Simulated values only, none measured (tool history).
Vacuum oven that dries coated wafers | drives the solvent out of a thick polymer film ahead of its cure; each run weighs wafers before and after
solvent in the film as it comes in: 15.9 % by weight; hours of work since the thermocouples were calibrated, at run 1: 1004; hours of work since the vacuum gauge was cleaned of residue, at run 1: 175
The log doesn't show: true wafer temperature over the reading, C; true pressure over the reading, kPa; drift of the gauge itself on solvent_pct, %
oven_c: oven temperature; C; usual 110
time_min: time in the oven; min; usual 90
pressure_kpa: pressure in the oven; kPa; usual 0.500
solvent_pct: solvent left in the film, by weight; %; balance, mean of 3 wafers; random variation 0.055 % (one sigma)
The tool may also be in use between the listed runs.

run	day	oven_c	time_min	pressure_kpa	hours of work since the thermocouples were calibrated	hours of work since the vacuum gauge was cleaned of residue	solvent_pct
1	0.000	110	90	0.500	1004	175	2.50
2	0.733	110	90	0.500	1011	182	2.61
3	1.496	110	90	0.500	1019	190	2.60
4	1.979	100	90	0.500	1024	195	4.21
5	2.438	100	90	0.500	1028	199	4.23
6	2.933	110	90	0.500	1033	204	2.56
7	3.554	110	90	0.500	1040	211	2.53
8	4.250	110	90	0.782	1047	218	2.65
9	4.771	110	90	0.782	1052	223	2.58
10	5.392	110	90	0.782	1058	229	2.61
11	6.046	110	90	0.782	1065	236	2.65
12	6.608	110	90	0.782	1070	241	2.66
13	7.208	110	90	0.782	1076	247	2.67
14	7.908	110	90	0.782	1084	255	2.68
15	8.658	123	85	1.059	1091	262	1.31
16	9.221	123	85	1.059	1097	268	1.38
17	9.888	123	85	1.059	1103	275	1.29
18	10.529	121	46	0.706	1110	281	3.58
19	11.083	110	96	0.351	1116	287	2.28
20	11.617	110	96	0.351	1121	292	2.15
21	12.171	119	120	1.724	1127	298	1.23
22	12.800	119	120	1.724	1133	304	1.28
23	13.512	119	120	1.724	1140	311	1.22
24	14.167	119	120	1.724	1147	318	1.17

Forecast each of these 5 alternatives for the next run:
A	14.742	110	51	0.503	1152	324	?
B	14.742	119	120	0.555	1152	324	?
C	14.742	108	49	1.152	1152	324	?
D	14.742	99	120	1.724	1152	324	?
E	14.742	98	136	1.698	1152	324	?

run	solvent_pct
A	5.07
B	0.70
C	5.90
D	3.96
E	3.72
Without the tool's hidden state the same runs would have given:
run	solvent_pct
A	4.79
B	0.58
C	5.61
D	3.65
E	3.40
